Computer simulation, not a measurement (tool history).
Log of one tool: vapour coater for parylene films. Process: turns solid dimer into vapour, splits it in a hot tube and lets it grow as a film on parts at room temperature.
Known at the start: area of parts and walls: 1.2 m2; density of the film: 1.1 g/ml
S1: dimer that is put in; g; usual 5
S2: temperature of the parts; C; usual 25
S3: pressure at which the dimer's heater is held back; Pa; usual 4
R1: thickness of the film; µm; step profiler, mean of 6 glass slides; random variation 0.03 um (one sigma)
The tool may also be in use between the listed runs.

| run | hour | S1 | S2 | S3 | R1 |
|---|---|---|---|---|---|
| 1 | 0 | 5 | 25 | 4 | 2.66 |
| 2 | 35.2 | 5 | 25 | 4 | 2.63 |
| 3 | 53.4 | 5 | 25 | 4.79 | 2.55 |
| 4 | 86.6 | 5 | 25 | 4.79 | 2.49 |
| 5 | 119.1 | 5 | 25 | 4 | 2.54 |
| 6 | 144.2 | 5 | 25 | 4 | 2.58 |
| 7 | 167.1 | 5 | 25 | 4 | 2.62 |
| 8 | 187.5 | 5 | 25 | 4 | 2.57 |
| 9 | 207.7 | 5 | 25 | 4 | 2.58 |
| 10 | 241.2 | 5 | 28 | 4 | 2.32 |
| 11 | 274.6 | 5 | 28 | 4 | 2.36 |
| 12 | 292.9 | 5 | 25 | 4 | 2.51 |
| 13 | 318.8 | 5 | 25 | 4 | 2.6 |
| 14 | 339.9 | 5 | 25 | 4 | 2.49 |
| 15 | 373.2 | 5 | 25 | 4 | 2.49 |
| 16 | 396.3 | 5 | 25 | 4 | 2.51 |
| 17 | 412.4 | 5 | 25 | 4 | 2.54 |
| 18 | 436 | 5 | 25 | 4 | 2.49 |
|  | 445.1 | trap's valve overhauled |
| 19 | 468.3 | 5 | 25 | 4 | 2.8 |
| 20 | 485.3 | 5 | 25 | 4 | 2.73 |
| 21 | 516.1 | 3 | 25 | 4 | 1.67 |
| 22 | 543.5 | 5 | 25 | 4 | 2.72 |
| 23 | 581.6 | 5 | 25 | 4 | 2.77 |
| 24 | 615.8 | 5 | 25 | 4 | 2.72 |
| 25 | 637.1 | 5 | 20 | 4 | 3.09 |
| 26 | 657.9 | 5 | 20 | 4 | 3.12 |
| 27 | 693.9 | 7 | 25 | 3.38 | 3.9 |
| 28 | 713.7 | 7 | 25 | 3.38 | 3.94 |
| 29 | 732.5 | 5 | 24 | 3.38 | 2.79 |
| 30 | 764.9 | 5 | 24 | 3.38 | 2.8 |
| 31 | 781.7 | 7 | 25 | 5.99 | 3.47 |
| 32 | 797.1 | 3 | 25 | 4 | 1.62 |
| 33 | 824.4 | 5 | 20 | 2.18 | 3.39 |
| 34 | 854 | 6 | 27 | 10.1 | 2.51 |
| 35 | 885.3 | 3 | 32 | 2.34 | 1.36 |
| 36 | 905.1 | 8 | 24 | 2.34 | 4.69 |
| 37 | 931.5 | 8 | 24 | 2.34 | 4.63 |
|  | 955.4 | table's thermometer calibrated |
| 38 | 963.9 | 6 | 25 | 4.04 | 3.17 |
| 39 | 990.8 | 5 | 25 | 4.14 | 2.6 |
| 40 | 1014 | 4 | 25 | 2.75 | 2.25 |
| 41 | 1040.2 | 5 | 25 | 2.14 | 2.9 |
| 42 | 1068.5 | 4 | 18 | 2.49 | 2.78 |
| 43 | 1086 | 4 | 18 | 2.49 | 2.77 |
| 44 | 1101.5 | 4 | 18 | 2.49 | 2.74 |
| 45 | 1136 | 4 | 29 | 6.02 | 1.73 |
| 46 | 1157.8 | 4 | 29 | 6.02 | 1.72 |
| 47 | 1189.3 | 5 | 28 | 2.6 | 2.52 |

Hidden state or all else? Some run-to-run changes of R1, split into what the settings, what came in and random variation would give without the hidden state, and what is left for the hidden state (with any gauge scatter that isn't in both results):
The hidden state here: vapour lost through the trap's worn valve, %; true temperature of the parts over the reading, C; drift of the gauge itself on film_um, %.
Run 18 -> 19: trap's valve overhauled. R1 +0.31 µm: hidden state +0.28, all else +0.03.
Run 31 -> 32: S1 7 -> 3, S3 5.99 -> 4. R1 -1.85 µm: hidden state +0.11, all else -1.96.
Run 32 -> 33: S1 3 -> 5, S2 25 -> 20, S3 4 -> 2.18. R1 +1.77 µm: hidden state -0.12, all else +1.89.
Run 35 -> 36: S1 3 -> 8, S2 32 -> 24. R1 +3.33 µm: hidden state -0.27, all else +3.6.
Run 37 -> 38: S1 8 -> 6, S2 24 -> 25, S3 2.34 -> 4.04, table's thermometer calibrated. R1 -1.46 µm: hidden state +0.16, all else -1.62.
